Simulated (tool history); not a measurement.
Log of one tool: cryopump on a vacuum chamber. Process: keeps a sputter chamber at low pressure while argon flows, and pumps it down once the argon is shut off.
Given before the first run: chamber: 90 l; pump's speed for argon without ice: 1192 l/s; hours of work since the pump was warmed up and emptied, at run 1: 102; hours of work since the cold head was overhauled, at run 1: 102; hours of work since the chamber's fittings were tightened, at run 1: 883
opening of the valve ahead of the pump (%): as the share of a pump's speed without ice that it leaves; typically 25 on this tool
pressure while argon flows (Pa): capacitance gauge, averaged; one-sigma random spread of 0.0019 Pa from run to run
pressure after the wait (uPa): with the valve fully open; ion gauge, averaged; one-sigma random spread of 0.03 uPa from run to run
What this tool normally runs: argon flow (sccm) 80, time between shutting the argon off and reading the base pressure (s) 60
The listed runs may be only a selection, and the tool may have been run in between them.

| run | day | argon flow (sccm) | time between shutting the argon off and reading the base pressure (s) | opening of the valve ahead of the pump (%) | hours of work since the pump was warmed up and emptied | hours of work since the cold head was overhauled | hours of work since the chamber's fittings were tightened | pressure while argon flows (Pa) | pressure after the wait (uPa) |
|---|---|---|---|---|---|---|---|---|---|
| 1 | 0 | 80 | 60 | 25 | 102 | 102 | 883 | 0.4616 | 2.25 |
| 2 | 0.308 | 80 | 60 | 25 | 105 | 105 | 886 | 0.4617 | 2.26 |
| 3 | 1.042 | 80 | 60 | 25 | 112 | 112 | 894 | 0.4561 | 2.19 |
| 4 | 1.488 | 80 | 60 | 25 | 117 | 117 | 898 | 0.4617 | 2.32 |
| 5 | 1.888 | 80 | 60 | 25 | 120 | 120 | 902 | 0.46 | 2.24 |
| 6 | 2.3 | 80 | 213 | 25 | 125 | 125 | 906 | 0.4581 | 1.34 |
| 7 | 2.771 | 80 | 213 | 25 | 129 | 129 | 911 | 0.4591 | 1.36 |
| 8 | 3.2 | 80 | 213 | 25 | 133 | 133 | 915 | 0.4613 | 1.36 |
| 9 | 3.608 | 80 | 213 | 25 | 137 | 137 | 919 | 0.4606 | 1.36 |
| 10 | 4.221 | 80 | 213 | 25 | 143 | 143 | 925 | 0.4614 | 1.32 |
| 11 | 4.738 | 80 | 56 | 25 | 148 | 148 | 930 | 0.4622 | 2.42 |
| 12 | 5.396 | 80 | 56 | 25 | 155 | 155 | 936 | 0.4634 | 2.36 |
| 13 | 6.046 | 80 | 56 | 25 | 161 | 161 | 943 | 0.4635 | 2.41 |
| 14 | 6.425 | 80 | 60 | 25 | 165 | 165 | 946 | 0.4632 | 2.37 |
| 15 | 6.962 | 80 | 60 | 25 | 170 | 170 | 952 | 0.4622 | 2.32 |
| 16 | 7.517 | 92 | 60 | 25 | 176 | 176 | 957 | 0.532 | 2.32 |
| 17 | 7.896 | 92 | 60 | 25 | 179 | 179 | 961 | 0.5285 | 2.26 |
| 18 | 8.229 | 92 | 60 | 25 | 183 | 183 | 964 | 0.5334 | 2.3 |
| 19 | 8.583 | 149 | 171 | 37 | 186 | 186 | 968 | 0.586 | 1.54 |
| 20 | 9.342 | 149 | 171 | 37 | 194 | 194 | 975 | 0.5867 | 1.49 |
| 21 | 10.017 | 128 | 171 | 54 | 200 | 200 | 982 | 0.3512 | 1.59 |
| 22 | 10.688 | 128 | 171 | 54 | 207 | 207 | 988 | 0.3468 | 1.53 |
| 23 | 11.342 | 128 | 171 | 54 | 213 | 213 | 995 | 0.3508 | 1.55 |
| 24 | 11.846 | 128 | 171 | 54 | 218 | 218 | 1000 | 0.351 | 1.51 |
| 25 | 12.4 | 128 | 171 | 54 | 224 | 224 | 1005 | 0.3515 | 1.58 |
| 26 | 12.754 | 47 | 171 | 54 | 227 | 227 | 1009 | 0.1286 | 1.58 |
| 27 | 13.496 | 47 | 171 | 54 | 234 | 234 | 1016 | 0.1306 | 1.62 |
| 28 | 14.133 | 144 | 200 | 18 | 241 | 241 | 1022 | 1.1487 | 1.53 |
| 29 | 14.5 | 33 | 163 | 34 | 244 | 244 | 1026 | 0.1411 | 1.62 |
| 30 | 15.112 | 33 | 72 | 25 | 250 | 250 | 1032 | 0.193 | 2.2 |
| 31 | 15.842 | 33 | 72 | 25 | 257 | 257 | 1039 | 0.1911 | 2.24 |
| 32 | 16.325 | 33 | 72 | 25 | 262 | 262 | 1044 | 0.1915 | 2.19 |
| 33 | 16.683 | 33 | 61 | 26 | 266 | 266 | 1047 | 0.1841 | 2.33 |
| 34 | 17.383 | 84 | 21 | 16 | 273 | 273 | 1054 | 0.7616 | 4.8 |
| 35 | 17.854 | 84 | 21 | 16 | 277 | 277 | 1059 | 0.7539 | 4.63 |

Difference, measured minus no-hidden-state, one row per run. Run-to-run variation is common to both terms; the gauge's own scatter need not be:
What the log doesn't record here: pump's speed, % of a pump's without ice; cold plate's temperature, K; leak into the chamber, uPa l/s; drift of the gauge itself on working_pa, %; drift of the gauge itself on base_upa, %.
| run | pressure while argon flows (Pa) | pressure after the wait (uPa) |
|---|---|---|
| 1 | +0.0051 | +0.74 |
| 2 | +0.0053 | +0.75 |
| 3 | +0.0055 | +0.73 |
| 4 | +0.0056 | +0.78 |
| 5 | +0.0058 | +0.76 |
| 6 | +0.0059 | +0.76 |
| 7 | +0.0061 | +0.76 |
| 8 | +0.0062 | +0.77 |
| 9 | +0.0064 | +0.77 |
| 10 | +0.0066 | +0.76 |
| 11 | +0.0068 | +0.81 |
| 12 | +0.007 | +0.79 |
| 13 | +0.0073 | +0.81 |
| 14 | +0.0075 | +0.82 |
| 15 | +0.0077 | +0.82 |
| 16 | +0.0091 | +0.83 |
| 17 | +0.0091 | +0.81 |
| 18 | +0.0094 | +0.84 |
| 19 | +0.0154 | +0.83 |
| 20 | +0.0159 | +0.83 |
| 21 | +0.0141 | +0.89 |
| 22 | +0.0143 | +0.85 |
| 23 | +0.0149 | +0.88 |
| 24 | +0.0151 | +0.87 |
| 25 | +0.0156 | +0.87 |
| 26 | +0.0057 | +0.88 |
| 27 | +0.006 | +0.9 |
| 28 | +0.0186 | +0.89 |
| 29 | +0.0044 | +0.9 |
| 30 | +0.0044 | +0.89 |
| 31 | +0.0045 | +0.92 |
| 32 | +0.0046 | +0.92 |
| 33 | +0.0046 | +0.91 |
| 34 | +0.0123 | +0.94 |
| 35 | +0.0124 | +0.92 |
